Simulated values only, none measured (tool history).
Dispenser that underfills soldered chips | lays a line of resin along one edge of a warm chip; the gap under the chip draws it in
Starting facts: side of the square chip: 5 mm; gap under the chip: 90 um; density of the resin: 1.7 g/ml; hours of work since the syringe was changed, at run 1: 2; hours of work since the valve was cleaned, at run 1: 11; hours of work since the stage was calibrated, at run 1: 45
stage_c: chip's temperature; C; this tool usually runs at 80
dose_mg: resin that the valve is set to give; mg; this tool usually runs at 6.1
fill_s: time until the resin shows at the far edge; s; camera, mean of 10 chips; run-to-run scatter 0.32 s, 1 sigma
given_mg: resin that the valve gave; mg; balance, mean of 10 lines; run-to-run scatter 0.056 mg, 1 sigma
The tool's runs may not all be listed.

run,hour,stage_c,dose_mg,hours of work since the syringe was changed,hours of work since the valve was cleaned,hours of work since the stage was calibrated,fill_s,given_mg
1,0,80,6.1,2,11,45,11.5,6.13
2,6.4,80,6.1,6,15,49,15.6,5.93
3,9.3,80,6.1,8,17,50,17.7,5.95
# hour 11.3: new syringe of resin
4,16,80,6.1,3,21,54,12.9,6.07
5,20.4,80,6.1,6,24,57,14.7,5.93
# hour 26.3: new syringe of resin
6,27.3,80,6.1,1,28,61,10.5,5.93
7,32.8,80,6.1,4,32,65,13.3,5.94
8,35.6,80,6.1,6,33,66,14.8,6.09
9,38.8,80,6.1,8,35,68,17.4,5.83
# hour 41.4: new syringe of resin
10,42.1,80,6.1,0,37,70,10,5.93
11,48.3,80,6.1,4,41,74,13.7,5.88
12,53.3,80,6.77,7,44,77,16.6,6.51
# hour 56.7: new syringe of resin
13,56.8,73,6.1,0,46,79,13.3,5.79
14,61.1,80,6.1,3,49,82,12.3,5.82
15,67.2,80,6.1,7,53,86,16.1,5.78
16,70.5,80,6.1,9,55,88,18.7,5.77
# hour 72.1: new syringe of resin
17,75.9,80,6.1,2,58,91,11.5,5.84
18,79.5,86,6.1,5,60,93,11.1,5.77
19,83.5,86,6.1,7,63,96,13.2,5.75
20,86.4,88,7.59,9,64,98,13.5,7.08
# hour 87: new syringe of resin
21,89.7,76,7.81,2,66,99,13.4,7.27
22,95.7,73,7.44,5,70,103,18.8,6.89
# hour 97.7: dispensing valve cleaned and set on the balance
23,102.3,73,7.44,9,3,107,23.1,7.38
# hour 103.1: new syringe of resin
24,105.4,78,7.86,1,5,108,12,7.74
25,108.5,76,5.8,3,7,110,14.6,5.75
26,114.4,72,6.14,7,10,114,20.9,6.19
# hour 118: new syringe of resin
27,120.7,73,6.1,2,14,118,14.8,5.97
28,124.2,80,6.1,4,16,120,12.8,5.97
29,130.6,73,7.35,8,20,124,21.1,7.21
# hour 133: new syringe of resin
30,134.3,69,5.82,1,22,126,15.6,5.69
31,140.5,82,5.77,5,26,130,13.5,5.53
32,147.3,78,7.25,9,30,134,19.4,7.06
# hour 148.1: new syringe of resin
33,151.3,78,7.74,2,33,137,12,7.41
34,154.2,94,7.74,4,34,138,8,7.44
35,157.3,75,5.47,6,36,140,18.1,5.21
# hour 163.2: new syringe of resin
36,164.3,70,5.35,1,41,144,14.7,5.15

4 ways to go on from here, each from the tool as it stands after run 36. What would each give?
A,169.7,70,7.19,4,44,148,?,?
B,169.7,80,6.46,4,44,148,?,?
C,169.7,93,7.77,4,44,148,?,?
D,169.7,90,6.18,4,44,148,?,?

run,fill_s,given_mg
A,17.8,6.88
B,13.4,6.2
C,8.3,7.44
D,9.8,5.88
Stripped of hidden state, with their random variation kept, the same runs would have yielded:
run,fill_s,given_mg
A,13.7,7.2
B,10.3,6.49
C,6.3,7.78
D,7.6,6.15
